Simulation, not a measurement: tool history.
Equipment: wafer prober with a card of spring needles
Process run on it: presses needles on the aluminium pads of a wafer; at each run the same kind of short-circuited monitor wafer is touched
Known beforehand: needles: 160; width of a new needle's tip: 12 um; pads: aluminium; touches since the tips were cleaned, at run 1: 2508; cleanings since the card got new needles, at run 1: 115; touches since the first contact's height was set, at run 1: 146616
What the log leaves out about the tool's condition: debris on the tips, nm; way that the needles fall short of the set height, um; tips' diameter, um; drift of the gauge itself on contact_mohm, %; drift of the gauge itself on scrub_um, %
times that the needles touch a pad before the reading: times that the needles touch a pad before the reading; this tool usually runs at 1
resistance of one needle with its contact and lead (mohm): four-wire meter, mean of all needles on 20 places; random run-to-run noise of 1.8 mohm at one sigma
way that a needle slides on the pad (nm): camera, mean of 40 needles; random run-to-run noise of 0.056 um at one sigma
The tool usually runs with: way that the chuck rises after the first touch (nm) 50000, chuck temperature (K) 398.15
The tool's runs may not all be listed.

run   hour  way that the chuck rises after the first touch (nm)  chuck temperature (K)  times that the needles touch a pad before the reading  touches since the tips were cleaned  cleanings since the card got new needles  touches since the first contact's height was set  resistance of one needle with its contact and lead (mohm)  way that a needle slides on the pad (nm)
  1      0                                                50000                 398.15                                                      1                                 2508                                       115                                            146616                                                        188                                      7010
       1.8  -- tips cleaned on abrasive film
       8.6  -- tips cleaned on abrasive film
      15.4  -- tips cleaned on abrasive film
      23.8  -- tips cleaned on abrasive film
      30.6  -- tips cleaned on abrasive film
      37.4  -- tips cleaned on abrasive film
      44.2  -- tips cleaned on abrasive film
  2   50.4                                                50000                 398.15                                                      1                                 2381                                       122                                            165799                                                        189                                      6940
      52.2  -- tips cleaned on abrasive film
        59  -- tips cleaned on abrasive film
      65.8  -- tips cleaned on abrasive film
      72.6  -- tips cleaned on abrasive film
      80.6  -- tips cleaned on abrasive film
  3   80.6                                                40000                 398.15                                                      1                                    0                                       127                                            177264                                                        193                                      5480
      89.1  -- tips cleaned on abrasive film
      95.9  -- tips cleaned on abrasive film
     104.3  -- tips cleaned on abrasive film
     106.3  -- height of the first contact set anew
     111.4  -- tips cleaned on abrasive film
     119.9  -- tips cleaned on abrasive film
     126.7  -- tips cleaned on abrasive film
     133.5  -- tips cleaned on abrasive film
     140.3  -- tips cleaned on abrasive film
  4  144.4                                                40000                 398.15                                                      1                                 1568                                       135                                             14493                                                        197                                      5520
     147.8  -- tips cleaned on abrasive film
     154.6  -- tips cleaned on abrasive film
     161.4  -- tips cleaned on abrasive film
     168.2  -- tips cleaned on abrasive film
       175  -- tips cleaned on abrasive film
     181.8  -- tips cleaned on abrasive film
     190.3  -- tips cleaned on abrasive film
     197.1  -- tips cleaned on abrasive film
  5  202.4                                                40000                 398.15                                                      1                                 2073                                       143                                             36601                                                        196                                      5570
     204.2  -- tips cleaned on abrasive film
       211  -- tips cleaned on abrasive film
     217.8  -- tips cleaned on abrasive film
     226.3  -- tips cleaned on abrasive film
     233.1  -- tips cleaned on abrasive film
     241.6  -- tips cleaned on abrasive film
  6  243.4                                                40000                 398.15                                                      1                                  703                                       149                                             52171                                                        195                                      5570
     248.5  -- tips cleaned on abrasive film
     255.3  -- tips cleaned on abrasive film
     263.8  -- tips cleaned on abrasive film
     272.3  -- tips cleaned on abrasive film
  7    274                                                40000                 398.15                                                      1                                  681                                       153                                             63843                                                        191                                      5580
     279.2  -- tips cleaned on abrasive film
     287.6  -- tips cleaned on abrasive film
     294.4  -- tips cleaned on abrasive film
     302.9  -- tips cleaned on abrasive film
     309.7  -- tips cleaned on abrasive film
  8  314.4                                                40000                 398.15                                                      1                                 1823                                       158                                             79239                                                        198                                      5420
     317.9  -- tips cleaned on abrasive film
     324.7  -- tips cleaned on abrasive film
     331.5  -- tips cleaned on abrasive film
     338.3  -- tips cleaned on abrasive film
     346.7  -- tips cleaned on abrasive film
     353.5  -- tips cleaned on abrasive film
     360.3  -- tips cleaned on abrasive film
     368.8  -- tips cleaned on abrasive film
  9  373.5                                                40000                 398.15                                                      1                                 1803                                       166                                            101722                                                        194                                      5530
     376.9  -- tips cleaned on abrasive film
     383.7  -- tips cleaned on abrasive film
     392.2  -- tips cleaned on abrasive film
       399  -- tips cleaned on abrasive film
     405.8  -- tips cleaned on abrasive film
     414.2  -- tips cleaned on abrasive film
       421  -- tips cleaned on abrasive film
     429.5  -- tips cleaned on abrasive film
 10    431                                                40000                 398.15                                                      1                                  562                                       174                                            123609                                                        196                                      5640
     437.8  -- tips cleaned on abrasive film
     444.6  -- tips cleaned on abrasive film
     451.4  -- tips cleaned on abrasive film
     459.8  -- tips cleaned on abrasive film
 11  465.9                                                40000                 398.15                                                      2                                 2358                                       178                                            136953                                                        195                                      5630
     467.7  -- tips cleaned on abrasive film
     479.7  -- card fitted with new needles
     488.2  -- tips cleaned on abrasive film
       495  -- tips cleaned on abrasive film
     501.8  -- tips cleaned on abrasive film
     508.6  -- tips cleaned on abrasive film
     515.4  -- tips cleaned on abrasive film
     522.2  -- tips cleaned on abrasive film
       529  -- tips cleaned on abrasive film
     537.4  -- tips cleaned on abrasive film
 12    542                                                40000                 398.15                                                      1                                 1775                                         8                                             23746                                                        191                                      5580
     545.5  -- tips cleaned on abrasive film
       554  -- tips cleaned on abrasive film
     560.8  -- tips cleaned on abrasive film
     569.2  -- tips cleaned on abrasive film
       576  -- tips cleaned on abrasive film
     582.8  -- tips cleaned on abrasive film
     589.6  -- tips cleaned on abrasive film
     596.4  -- tips cleaned on abrasive film
     603.2  -- tips cleaned on abrasive film
 13    607                                                50000                 350.15                                                      1                                 1451                                        17                                             48462                                                        178                                      6960
     610.4  -- tips cleaned on abrasive film
     617.2  -- tips cleaned on abrasive film
       624  -- tips cleaned on abrasive film
     630.8  -- tips cleaned on abrasive film
     637.6  -- tips cleaned on abrasive film
     646.1  -- tips cleaned on abrasive film
     654.6  -- tips cleaned on abrasive film
 14  658.1                                                50000                 350.15                                                      1                                 1357                                        24                                             67912                                                        180                                      7030
     661.5  -- tips cleaned on abrasive film
     668.3  -- tips cleaned on abrasive film
     675.1  -- tips cleaned on abrasive film
     681.9  -- tips cleaned on abrasive film
 15  685.9                                                50000                 350.15                                                      1                                 1534                                        28                                             78495                                                        178                                      7020
     689.3  -- tips cleaned on abrasive film
     696.1  -- tips cleaned on abrasive film
     702.9  -- tips cleaned on abrasive film
     709.7  -- tips cleaned on abrasive film
     716.5  -- tips cleaned on abrasive film
     723.3  -- tips cleaned on abrasive film
     730.1  -- tips cleaned on abrasive film
     738.6  -- tips cleaned on abrasive film
 16  743.2                                                50000                 350.15                                                      1                                 1796                                        36                                            100324                                                        183                                      6990
     746.7  -- tips cleaned on abrasive film
     755.2  -- tips cleaned on abrasive film
     763.6  -- tips cleaned on abrasive film
     770.4  -- tips cleaned on abrasive film
     778.9  -- tips cleaned on abrasive film
     785.7  -- tips cleaned on abrasive film
     792.5  -- tips cleaned on abrasive film
     800.9  -- tips cleaned on abrasive film
 17  800.9                                                50000                 373.15                                                      2                                    0                                        44                                            122285                                                        185                                      7030
     809.4  -- tips cleaned on abrasive film
     817.9  -- tips cleaned on abrasive film
     824.7  -- tips cleaned on abrasive film
     833.1  -- tips cleaned on abrasive film
 18  835.5                                                50000                 373.15                                                      2                                  915                                        48                                            135477                                                        182                                      7000
     840.6  -- tips cleaned on abrasive film
     849.1  -- tips cleaned on abrasive film
     855.9  -- tips cleaned on abrasive film
     864.4  -- tips cleaned on abrasive film
 19  868.8                                                59000                 398.15                                                      3                                 1695                                        52                                            148156                                                        187                                      8230
     872.2  -- tips cleaned on abrasive film
       879  -- tips cleaned on abrasive film
     885.8  -- tips cleaned on abrasive film
     892.6  -- tips cleaned on abrasive film
 20  895.9                                                59000                 398.15                                                      3                                 1276                                        56                                            158478                                                        187                                      8240
       901  -- tips cleaned on abrasive film
     909.5  -- tips cleaned on abrasive film
       918  -- tips cleaned on abrasive film
     926.5  -- tips cleaned on abrasive film
     933.2  -- tips cleaned on abrasive film
     941.7  -- tips cleaned on abrasive film
     948.5  -- tips cleaned on abrasive film
 21  952.9                                                59000                 398.15                                                      3                                 1688                                        63                                            180199                                                        184                                      8250

What if the next run were any one of these 4? Each begins from the tool's condition after run 21:
     956.3  -- tips cleaned on abrasive film
     963.1  -- tips cleaned on abrasive film
     969.9  -- tips cleaned on abrasive film
     970.2  -- height of the first contact set anew
       977  -- tips cleaned on abrasive film
     983.8  -- tips cleaned on abrasive film
     990.6  -- tips cleaned on abrasive film
     997.4  -- tips cleaned on abrasive film
  A  998.2                                                67000                 335.15                                                      2                                  299                                        70                                             10639                                                          ?                                         ?
     956.3  -- tips cleaned on abrasive film
     963.1  -- tips cleaned on abrasive film
     969.9  -- tips cleaned on abrasive film
     970.2  -- height of the first contact set anew
       977  -- tips cleaned on abrasive film
     983.8  -- tips cleaned on abrasive film
     990.6  -- tips cleaned on abrasive film
     997.4  -- tips cleaned on abrasive film
  B  998.2                                                51000                 323.15                                                      2                                  299                                        70                                             10639                                                          ?                                         ?
     956.3  -- tips cleaned on abrasive film
     963.1  -- tips cleaned on abrasive film
     969.9  -- tips cleaned on abrasive film
     970.2  -- height of the first contact set anew
       977  -- tips cleaned on abrasive film
     983.8  -- tips cleaned on abrasive film
     990.6  -- tips cleaned on abrasive film
     997.4  -- tips cleaned on abrasive film
  C  998.2                                                38000                 398.15                                                      1                                  299                                        70                                             10639                                                          ?                                         ?
     956.3  -- tips cleaned on abrasive film
     963.1  -- tips cleaned on abrasive film
     969.9  -- tips cleaned on abrasive film
     970.2  -- height of the first contact set anew
       977  -- tips cleaned on abrasive film
     983.8  -- tips cleaned on abrasive film
     990.6  -- tips cleaned on abrasive film
     997.4  -- tips cleaned on abrasive film
  D  998.2                                                34000                 398.15                                                      2                                  299                                        70                                             10639                                                          ?                                         ?

run  resistance of one needle with its contact and lead (mohm)  way that a needle slides on the pad (nm)
  A                                                        172                                      9270
  B                                                        174                                      7060
  C                                                        198                                      5290
  D                                                        198                                      4660
Stripped of hidden state, with their random variation kept, the same runs would have yielded:
run  resistance of one needle with its contact and lead (mohm)  way that a needle slides on the pad (nm)
  A                                                        172                                      9270
  B                                                        173                                      7060
  C                                                        198                                      5290
  D                                                        198                                      4660
